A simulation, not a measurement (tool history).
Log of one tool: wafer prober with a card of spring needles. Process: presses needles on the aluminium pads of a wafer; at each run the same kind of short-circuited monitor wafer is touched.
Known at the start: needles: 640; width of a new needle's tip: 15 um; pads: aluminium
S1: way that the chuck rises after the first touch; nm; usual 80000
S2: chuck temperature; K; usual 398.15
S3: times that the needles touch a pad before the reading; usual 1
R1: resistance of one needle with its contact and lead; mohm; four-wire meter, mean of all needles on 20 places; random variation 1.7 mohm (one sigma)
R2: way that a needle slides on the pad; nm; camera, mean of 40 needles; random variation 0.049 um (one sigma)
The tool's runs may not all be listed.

run,hour,S1,S2,S3,R1,R2
1,0,80000,398.15,1,174,22040
# hour 7.4: tips cleaned on abrasive film
# hour 17.2: tips cleaned on abrasive film
# hour 29.4: tips cleaned on abrasive film
# hour 41.6: tips cleaned on abrasive film
# hour 53.9: tips cleaned on abrasive film
2,59.6,80000,398.15,1,173,22040
# hour 64.6: tips cleaned on abrasive film
# hour 74.4: tips cleaned on abrasive film
# hour 86.6: tips cleaned on abrasive film
# hour 96.4: tips cleaned on abrasive film
# hour 108.6: tips cleaned on abrasive film
3,109.9,80000,398.15,1,174,22040
# hour 119.7: tips cleaned on abrasive film
# hour 129.5: tips cleaned on abrasive film
# hour 139.3: tips cleaned on abrasive film
# hour 149.1: tips cleaned on abrasive film
# hour 161.3: tips cleaned on abrasive film
# hour 171.1: tips cleaned on abrasive film
4,178.7,80000,335.15,1,159,22080
# hour 181.2: tips cleaned on abrasive film
# hour 181.5: height of the first contact set anew
# hour 191.3: tips cleaned on abrasive film
# hour 203.6: tips cleaned on abrasive film
# hour 213.4: tips cleaned on abrasive film
# hour 225.6: tips cleaned on abrasive film
# hour 235.4: tips cleaned on abrasive film
# hour 247.6: tips cleaned on abrasive film
5,252.6,80000,398.15,1,176,22060
# hour 257.6: tips cleaned on abrasive film
# hour 269.8: tips cleaned on abrasive film
# hour 282: tips cleaned on abrasive film
# hour 294.3: tips cleaned on abrasive film
# hour 304.1: tips cleaned on abrasive film
# hour 316.3: tips cleaned on abrasive film
# hour 328.5: tips cleaned on abrasive film
6,328.7,80000,398.15,1,174,22120
# hour 338.5: tips cleaned on abrasive film
# hour 348.3: tips cleaned on abrasive film
# hour 358.1: tips cleaned on abrasive film
# hour 370.3: tips cleaned on abrasive film
# hour 377.9: height of the first contact set anew
# hour 382.9: tips cleaned on abrasive film
7,391.3,80000,398.15,1,175,22080
# hour 393.9: tips cleaned on abrasive film
# hour 406.1: tips cleaned on abrasive film
# hour 418.3: tips cleaned on abrasive film
# hour 430.5: tips cleaned on abrasive film
# hour 440.3: tips cleaned on abrasive film
8,446.2,80000,398.15,2,172,22120
# hour 451.2: tips cleaned on abrasive film
# hour 461: tips cleaned on abrasive film
# hour 473.2: tips cleaned on abrasive film
# hour 483: tips cleaned on abrasive film
# hour 494.4: tips cleaned on abrasive film
9,494.4,80000,398.15,2,176,22120
# hour 506.6: tips cleaned on abrasive film
# hour 518.8: tips cleaned on abrasive film
# hour 531: tips cleaned on abrasive film
10,532.1,80000,398.15,2,172,22050
# hour 541.9: tips cleaned on abrasive film
# hour 551.7: tips cleaned on abrasive film
# hour 561.5: tips cleaned on abrasive film
11,568,80000,398.15,1,171,22020
# hour 572.9: tips cleaned on abrasive film
# hour 573.2: height of the first contact set anew
# hour 585.4: tips cleaned on abrasive film
# hour 595.2: tips cleaned on abrasive film
# hour 607.5: tips cleaned on abrasive film
# hour 618.7: tips cleaned on abrasive film
12,618.7,63000,362.15,2,171,17320
# hour 630.9: tips cleaned on abrasive film
# hour 640.7: tips cleaned on abrasive film
# hour 650.5: tips cleaned on abrasive film
# hour 662.7: tips cleaned on abrasive film
# hour 675: tips cleaned on abrasive film
# hour 684.8: tips cleaned on abrasive film
13,685.1,63000,362.15,2,175,17390
# hour 694.9: tips cleaned on abrasive film
# hour 707.1: tips cleaned on abrasive film
# hour 716.9: tips cleaned on abrasive film
# hour 729.2: tips cleaned on abrasive film
# hour 741.4: tips cleaned on abrasive film
# hour 751.2: tips cleaned on abrasive film
# hour 761: tips cleaned on abrasive film
14,765.7,78000,362.15,2,166,21500
# hour 768.4: height of the first contact set anew
# hour 773.4: tips cleaned on abrasive film
# hour 785.6: tips cleaned on abrasive film
# hour 797.8: tips cleaned on abrasive film
# hour 810: tips cleaned on abrasive film
# hour 819.8: tips cleaned on abrasive film
# hour 829.6: tips cleaned on abrasive film
15,830.1,80000,323.15,1,159,22000
# hour 839.9: tips cleaned on abrasive film
# hour 849.7: tips cleaned on abrasive film
# hour 861.9: tips cleaned on abrasive film
# hour 874.2: tips cleaned on abrasive film
# hour 884: tips cleaned on abrasive film
16,888.3,80000,323.15,1,160,22070
# hour 895.7: tips cleaned on abrasive film
# hour 907.9: tips cleaned on abrasive film
# hour 920.1: tips cleaned on abrasive film
# hour 930: tips cleaned on abrasive film
17,930.6,83000,358.15,2,167,22920
# hour 940.4: tips cleaned on abrasive film
# hour 950.2: tips cleaned on abrasive film
# hour 962.4: tips cleaned on abrasive film
# hour 965.1: height of the first contact set anew
# hour 974.9: tips cleaned on abrasive film
18,980.1,83000,358.15,2,167,22950
# hour 985.1: tips cleaned on abrasive film
# hour 994.9: tips cleaned on abrasive film
# hour 1007.1: tips cleaned on abrasive film
# hour 1016.9: tips cleaned on abrasive film
# hour 1029.1: tips cleaned on abrasive film
19,1031.3,78000,340.15,2,160,21620
# hour 1041.1: tips cleaned on abrasive film
# hour 1050.9: tips cleaned on abrasive film
# hour 1060.7: tips cleaned on abrasive film
# hour 1073: tips cleaned on abrasive film
# hour 1082.8: tips cleaned on abrasive film
# hour 1092.6: tips cleaned on abrasive film
20,1092.6,66000,346.15,2,169,18250
# hour 1104.5: tips cleaned on abrasive film
# hour 1114.3: tips cleaned on abrasive film
# hour 1124.1: tips cleaned on abrasive film
# hour 1136.3: tips cleaned on abrasive film
# hour 1148.6: tips cleaned on abrasive film
# hour 1158.4: tips cleaned on abrasive film
# hour 1161: height of the first contact set anew
21,1161,66000,346.15,2,169,18240
# hour 1170.8: tips cleaned on abrasive film
# hour 1180.6: tips cleaned on abrasive film
# hour 1190.4: tips cleaned on abrasive film
# hour 1200.2: tips cleaned on abrasive film
# hour 1212.4: tips cleaned on abrasive film
# hour 1222.2: tips cleaned on abrasive film
22,1226.8,70000,342.15,2,163,19330

Forecast each of these 5 alternatives for the next run:
# hour 1234.1: tips cleaned on abrasive film
# hour 1243.9: tips cleaned on abrasive film
# hour 1253.7: tips cleaned on abrasive film
# hour 1266: tips cleaned on abrasive film
# hour 1275.8: tips cleaned on abrasive film
A,1279.4,70000,374.15,2,?,?
# hour 1234.1: tips cleaned on abrasive film
# hour 1243.9: tips cleaned on abrasive film
# hour 1253.7: tips cleaned on abrasive film
# hour 1266: tips cleaned on abrasive film
# hour 1275.8: tips cleaned on abrasive film
B,1279.4,78000,355.15,2,?,?
# hour 1234.1: tips cleaned on abrasive film
# hour 1243.9: tips cleaned on abrasive film
# hour 1253.7: tips cleaned on abrasive film
# hour 1266: tips cleaned on abrasive film
# hour 1275.8: tips cleaned on abrasive film
C,1279.4,80000,398.15,1,?,?
# hour 1234.1: tips cleaned on abrasive film
# hour 1243.9: tips cleaned on abrasive film
# hour 1253.7: tips cleaned on abrasive film
# hour 1266: tips cleaned on abrasive film
# hour 1275.8: tips cleaned on abrasive film
D,1279.4,70000,342.15,1,?,?
# hour 1234.1: tips cleaned on abrasive film
# hour 1243.9: tips cleaned on abrasive film
# hour 1253.7: tips cleaned on abrasive film
# hour 1266: tips cleaned on abrasive film
# hour 1275.8: tips cleaned on abrasive film
E,1279.4,70000,342.15,2,?,?

run,R1,R2
A,172,19280
B,168,21440
C,175,22160
D,163,19380
E,166,19350
Without the tool's hidden state the same runs would have given:
run,R1,R2
A,172,19290
B,168,21440
C,175,22160
D,162,19380
E,166,19350
